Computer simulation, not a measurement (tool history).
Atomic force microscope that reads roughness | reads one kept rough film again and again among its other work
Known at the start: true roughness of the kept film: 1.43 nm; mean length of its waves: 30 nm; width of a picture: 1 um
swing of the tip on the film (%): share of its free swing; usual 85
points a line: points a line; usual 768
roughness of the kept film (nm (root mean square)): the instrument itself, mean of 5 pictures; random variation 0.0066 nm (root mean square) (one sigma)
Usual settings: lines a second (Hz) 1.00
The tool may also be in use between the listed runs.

| run | day | lines a second (Hz) | swing of the tip on the film (%) | points a line | roughness of the kept film (nm (root mean square)) |
|---|---|---|---|---|---|
| 1 | 0.000 | 1.00 | 85 | 768 | 1.319 |
| 2 | 0.462 | 1.00 | 85 | 768 | 1.319 |
| 3 | 1.033 | 1.00 | 85 | 768 | 1.315 |
| 4 | 1.742 | 1.00 | 85 | 768 | 1.302 |
| 5 | 2.108 | 1.00 | 85 | 768 | 1.312 |
| 6 | 2.846 | 1.00 | 85 | 768 | 1.303 |
| 7 | 3.288 | 2.19 | 85 | 768 | 1.252 |
| 8 | 4.121 | 0.72 | 85 | 768 | 1.336 |
|  | 4.383 | new tip fitted |
| 9 | 4.975 | 1.00 | 85 | 768 | 1.310 |
| 10 | 5.525 | 0.96 | 85 | 768 | 1.318 |
| 11 | 5.892 | 0.96 | 85 | 768 | 1.294 |
| 12 | 6.429 | 1.00 | 85 | 955 | 1.306 |
| 13 | 7.017 | 1.00 | 85 | 768 | 1.305 |
| 14 | 7.921 | 1.00 | 85 | 768 | 1.312 |
| 15 | 8.521 | 1.00 | 85 | 837 | 1.306 |
| 16 | 9.267 | 1.00 | 85 | 837 | 1.318 |
| 17 | 9.779 | 1.00 | 85 | 581 | 1.318 |
| 18 | 10.529 | 1.00 | 85 | 768 | 1.307 |
| 19 | 11.025 | 1.00 | 66 | 768 | 1.347 |
| 20 | 11.888 | 3.67 | 58 | 481 | 1.319 |
| 21 | 12.279 | 1.00 | 85 | 422 | 1.307 |
| 22 | 12.683 | 1.00 | 55 | 260 | 1.332 |
| 23 | 13.183 | 1.60 | 85 | 326 | 1.271 |
| 24 | 13.708 | 1.64 | 78 | 625 | 1.296 |
| 25 | 14.171 | 0.51 | 85 | 768 | 1.335 |
| 26 | 14.971 | 0.51 | 85 | 768 | 1.336 |
| 27 | 15.771 | 1.78 | 56 | 467 | 1.333 |
| 28 | 16.654 | 0.76 | 59 | 768 | 1.353 |
| 29 | 17.350 | 0.76 | 55 | 768 | 1.341 |
| 30 | 18.096 | 0.58 | 55 | 259 | 1.351 |
| 31 | 18.750 | 3.24 | 68 | 532 | 1.284 |
|  | 18.950 | new tip fitted |
| 32 | 19.579 | 0.83 | 58 | 532 | 1.363 |
| 33 | 20.296 | 1.00 | 58 | 768 | 1.353 |
| 34 | 21.029 | 1.00 | 74 | 518 | 1.329 |
| 35 | 21.483 | 1.00 | 74 | 518 | 1.335 |
| 36 | 22.233 | 1.00 | 83 | 518 | 1.312 |
| 37 | 23.004 | 2.00 | 67 | 768 | 1.335 |

Forecast each of these 5 alternatives for the next run:
| A | 23.862 | 0.75 | 78 | 768 | ? |
| B | 23.862 | 0.65 | 83 | 370 | ? |
| C | 23.862 | 2.00 | 67 | 685 | ? |
| D | 23.862 | 1.30 | 71 | 825 | ? |
| E | 23.862 | 0.95 | 66 | 828 | ? |

| run | roughness of the kept film (nm (root mean square)) |
|---|---|
| A | 1.346 |
| B | 1.326 |
| C | 1.326 |
| D | 1.327 |
| E | 1.343 |
Without the tool's hidden state the same runs would have given:
| run | roughness of the kept film (nm (root mean square)) |
|---|---|
| A | 1.347 |
| B | 1.327 |
| C | 1.327 |
| D | 1.328 |
| E | 1.344 |
